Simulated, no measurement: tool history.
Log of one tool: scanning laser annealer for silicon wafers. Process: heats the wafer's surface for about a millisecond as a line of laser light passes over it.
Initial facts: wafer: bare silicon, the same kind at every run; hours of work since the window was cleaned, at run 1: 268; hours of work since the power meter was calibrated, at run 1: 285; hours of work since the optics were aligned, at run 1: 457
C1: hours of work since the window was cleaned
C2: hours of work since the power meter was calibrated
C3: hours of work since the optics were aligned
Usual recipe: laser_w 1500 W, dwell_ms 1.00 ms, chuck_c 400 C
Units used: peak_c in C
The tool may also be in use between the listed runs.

{"run": 1, "hour": 0.0, "laser_w": 1500, "dwell_ms": 1.0, "chuck_c": 400, "C1": 268, "C2": 285, "C3": 457, "peak_c": 1129}
{"run": 2, "hour": 7.7, "laser_w": 1500, "dwell_ms": 1.0, "chuck_c": 407, "C1": 273, "C2": 290, "C3": 461, "peak_c": 1141}
{"run": 3, "hour": 19.8, "laser_w": 1500, "dwell_ms": 1.2, "chuck_c": 400, "C1": 280, "C2": 297, "C3": 469, "peak_c": 1197}
{"run": 4, "hour": 29.0, "laser_w": 1500, "dwell_ms": 1.2, "chuck_c": 400, "C1": 286, "C2": 302, "C3": 474, "peak_c": 1201}
{"run": 5, "hour": 42.9, "laser_w": 1500, "dwell_ms": 1.0, "chuck_c": 400, "C1": 294, "C2": 310, "C3": 482, "peak_c": 1131}
{"run": 6, "hour": 50.3, "laser_w": 1500, "dwell_ms": 1.0, "chuck_c": 400, "C1": 298, "C2": 315, "C3": 487, "peak_c": 1134}
{"run": 7, "hour": 64.5, "laser_w": 1500, "dwell_ms": 1.0, "chuck_c": 400, "C1": 307, "C2": 323, "C3": 495, "peak_c": 1130}
{"run": 8, "hour": 76.2, "laser_w": 1500, "dwell_ms": 1.0, "chuck_c": 400, "C1": 314, "C2": 330, "C3": 502, "peak_c": 1132}
{"run": 9, "hour": 85.6, "laser_w": 1357, "dwell_ms": 1.0, "chuck_c": 400, "C1": 319, "C2": 336, "C3": 508, "peak_c": 1050}
{"run": 10, "hour": 95.3, "laser_w": 1455, "dwell_ms": 1.02, "chuck_c": 400, "C1": 325, "C2": 341, "C3": 513, "peak_c": 1111}
{"run": 11, "hour": 102.4, "laser_w": 1455, "dwell_ms": 1.02, "chuck_c": 400, "C1": 329, "C2": 346, "C3": 518, "peak_c": 1109}
{"run": 12, "hour": 111.7, "laser_w": 1502, "dwell_ms": 0.97, "chuck_c": 410, "C1": 335, "C2": 351, "C3": 523, "peak_c": 1126}
{"run": 13, "hour": 120.4, "laser_w": 1502, "dwell_ms": 0.97, "chuck_c": 410, "C1": 340, "C2": 356, "C3": 528, "peak_c": 1131}
{"run": 14, "hour": 136.8, "laser_w": 1519, "dwell_ms": 0.97, "chuck_c": 410, "C1": 349, "C2": 366, "C3": 538, "peak_c": 1138}

How would selected steps in peak_c from run to run divide? Give the signed amount a tool lacking its hidden state would still show from settings, what came in and random variation, and the signed amount left for the hidden state, including any gauge scatter that is not in both of the compared results.
Hidden state at play: light that passes the window, % of a clean one's; laser's true power over the reading, %; width of the line over the set one, %; drift of the gauge itself on peak_c, C.
Run 8 -> 9: laser_w 1500 -> 1357. peak_c -82 C: hidden state +3, all else -85.
